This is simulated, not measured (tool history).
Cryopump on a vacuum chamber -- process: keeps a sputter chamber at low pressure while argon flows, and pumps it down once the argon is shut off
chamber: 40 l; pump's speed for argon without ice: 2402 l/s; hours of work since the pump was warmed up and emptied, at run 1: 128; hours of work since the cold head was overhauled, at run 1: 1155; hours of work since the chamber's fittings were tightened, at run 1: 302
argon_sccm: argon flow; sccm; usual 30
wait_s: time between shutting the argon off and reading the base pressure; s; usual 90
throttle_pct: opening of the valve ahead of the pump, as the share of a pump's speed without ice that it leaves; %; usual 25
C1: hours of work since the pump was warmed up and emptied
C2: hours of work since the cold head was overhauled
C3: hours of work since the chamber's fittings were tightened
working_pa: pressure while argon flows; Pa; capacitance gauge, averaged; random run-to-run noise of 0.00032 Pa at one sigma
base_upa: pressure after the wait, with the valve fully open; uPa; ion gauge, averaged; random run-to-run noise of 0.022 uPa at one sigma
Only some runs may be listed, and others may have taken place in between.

Run 1, hour 0: usual settings; C1 128; C2 1155; C3 302. Result: working_pa 0.0851 Pa, base_upa 0.66 uPa.
Run 2, hour 56: usual settings but argon_sccm 12 sccm; C1 157; C2 1184; C3 331. Result: working_pa 0.0343 Pa, base_upa 0.63 uPa.
Run 3, hour 117.3: usual settings but argon_sccm 12 sccm; C1 188; C2 1216; C3 363. Result: working_pa 0.0345 Pa, base_upa 0.64 uPa.
Run 4, hour 178.4: usual settings but argon_sccm 12 sccm; C1 220; C2 1247; C3 394. Result: working_pa 0.0345 Pa, base_upa 0.65 uPa.
Run 5, hour 211.9: usual settings but argon_sccm 19 sccm; C1 237; C2 1265; C3 412. Result: working_pa 0.0543 Pa, base_upa 0.7 uPa.
Run 6, hour 245.1: usual settings but argon_sccm 19 sccm; C1 254; C2 1282; C3 429. Result: working_pa 0.0548 Pa, base_upa 0.68 uPa.
Run 7, hour 290.3: usual settings but argon_sccm 19 sccm; C1 277; C2 1305; C3 452. Result: working_pa 0.0546 Pa, base_upa 0.71 uPa.
Run 8, hour 343.3: usual settings but argon_sccm 19 sccm; C1 305; C2 1332; C3 479. Result: working_pa 0.0551 Pa, base_upa 0.71 uPa.
Run 9, hour 400.6: usual settings; C1 334; C2 1362; C3 509. Result: working_pa 0.0873 Pa, base_upa 0.66 uPa.
Run 10, hour 436.3: usual settings; C1 352; C2 1380; C3 527. Result: working_pa 0.0866 Pa, base_upa 0.72 uPa.
Run 11, hour 491.7: usual settings; C1 381; C2 1409; C3 556. Result: working_pa 0.087 Pa, base_upa 0.74 uPa.
Run 12, hour 539.1: usual settings; C1 405; C2 1433; C3 580. Result: working_pa 0.0872 Pa, base_upa 0.74 uPa.
Run 13, hour 591.7: usual settings but throttle_pct 17 %; C1 432; C2 1460; C3 607. Result: working_pa 0.1277 Pa, base_upa 0.75 uPa.
Run 14, hour 634.6: usual settings but wait_s 38 s, throttle_pct 17 %; C1 455; C2 1482; C3 629. Result: working_pa 0.1268 Pa, base_upa 1.3 uPa.
Run 15, hour 661.4: usual settings but wait_s 149 s; C1 468; C2 1496; C3 643. Result: working_pa 0.0877 Pa, base_upa 0.61 uPa.
Run 16, hour 709.6: usual settings; C1 493; C2 1521; C3 668. Result: working_pa 0.088 Pa, base_upa 0.79 uPa.
At hour 720.4: pump warmed up, emptied and cooled again.
Run 17, hour 773: usual settings; C1 27; C2 1551; C3 698. Result: working_pa 0.0846 Pa, base_upa 0.74 uPa.
Run 18, hour 828.2: usual settings but wait_s 99 s; C1 56; C2 1579; C3 727. Result: working_pa 0.0845 Pa, base_upa 0.69 uPa.
Run 19, hour 888.9: usual settings but wait_s 99 s; C1 87; C2 1611; C3 758. Result: working_pa 0.0849 Pa, base_upa 0.7 uPa.
Run 20, hour 932.1: usual settings but wait_s 99 s, throttle_pct 44 %; C1 109; C2 1633; C3 780. Result: working_pa 0.0488 Pa, base_upa 0.72 uPa.
Run 21, hour 964.3: usual settings but argon_sccm 14 sccm, wait_s 85 s; C1 126; C2 1650; C3 797. Result: working_pa 0.0394 Pa, base_upa 0.83 uPa.
Run 22, hour 1000.6: usual settings but argon_sccm 14 sccm, wait_s 48 s, throttle_pct 16 %; C1 144; C2 1668; C3 815. Result: working_pa 0.0618 Pa, base_upa 1.18 uPa.
Run 23, hour 1032.2: usual settings but argon_sccm 18 sccm, wait_s 88 s; C1 161; C2 1685; C3 832. Result: working_pa 0.0515 Pa, base_upa 0.82 uPa.
Run 24, hour 1080.2: usual settings but argon_sccm 18 sccm, wait_s 88 s; C1 185; C2 1709; C3 856. Result: working_pa 0.0514 Pa, base_upa 0.78 uPa.
Run 25, hour 1110.8: usual settings but argon_sccm 18 sccm, wait_s 88 s, throttle_pct 43 %; C1 201; C2 1725; C3 872. Result: working_pa 0.0301 Pa, base_upa 0.79 uPa.
Run 26, hour 1146.5: usual settings but argon_sccm 39 sccm; C1 220; C2 1743; C3 890. Result: working_pa 0.1123 Pa, base_upa 0.82 uPa.
Run 27, hour 1178.6: usual settings but throttle_pct 20 %; C1 236; C2 1760; C3 907. Result: working_pa 0.1076 Pa, base_upa 0.79 uPa.
Run 28, hour 1218.7: usual settings but argon_sccm 12 sccm, wait_s 132 s, throttle_pct 32 %; C1 257; C2 1781; C3 928. Result: working_pa 0.0278 Pa, base_upa 0.71 uPa.
Run 29, hour 1280.8: usual settings but argon_sccm 58 sccm; C1 289; C2 1813; C3 960. Result: working_pa 0.1676 Pa, base_upa 0.82 uPa.
Run 30, hour 1324.9: usual settings but argon_sccm 58 sccm; C1 311; C2 1835; C3 982. Result: working_pa 0.1681 Pa, base_upa 0.84 uPa.
Run 31, hour 1364.8: usual settings but argon_sccm 58 sccm; C1 332; C2 1856; C3 1003. Result: working_pa 0.1683 Pa, base_upa 0.86 uPa.
Run 32, hour 1408.9: usual settings but wait_s 98 s; C1 355; C2 1879; C3 1026. Result: working_pa 0.0874 Pa, base_upa 0.82 uPa.
Run 33, hour 1452.3: usual settings but argon_sccm 46 sccm, wait_s 47 s, throttle_pct 15 %; C1 377; C2 1901; C3 1048. Result: working_pa 0.2204 Pa, base_upa 1.28 uPa.
Run 34, hour 1510.1: usual settings but argon_sccm 45 sccm, wait_s 63 s, throttle_pct 20 %; C1 407; C2 1931; C3 1078. Result: working_pa 0.1629 Pa, base_upa 1.09 uPa.
Run 35, hour 1536.9: usual settings but argon_sccm 46 sccm, wait_s 63 s, throttle_pct 20 %; C1 421; C2 1945; C3 1092. Result: working_pa 0.1663 Pa, base_upa 1.08 uPa.

Pick out some run-to-run changes in working_pa. Of each, how much would a tool without hidden state show as well, from the settings, what came in and chance, and how much is left for the hidden state and any gauge scatter not in both results compared?
Hidden conditions of the tool in this case: pump's speed, % of a pump's without ice; cold plate's temperature, K; leak into the chamber, uPa l/s; drift of the gauge itself on working_pa, %; drift of the gauge itself on base_upa, %.
Run 16 -> 17: pump warmed up, emptied and cooled again. working_pa -0.0034 Pa: hidden state -0.0032, all else -0.0002.
Run 25 -> 26: argon_sccm 18 -> 39, wait_s 88 -> 90, throttle_pct 43 -> 25. working_pa +0.0822 Pa: hidden state +0.0014, all else +0.0808.
Run 28 -> 29: argon_sccm 12 -> 58, wait_s 132 -> 90, throttle_pct 32 -> 25. working_pa +0.1398 Pa: hidden state +0.0035, all else +0.1363.
Run 31 -> 32: argon_sccm 58 -> 30, wait_s 90 -> 98. working_pa -0.0809 Pa: hidden state -0.0022, all else -0.0787.
Run 32 -> 33: argon_sccm 30 -> 46, wait_s 98 -> 47, throttle_pct 25 -> 15. working_pa +0.133 Pa: hidden state +0.0017, all else +0.1313.
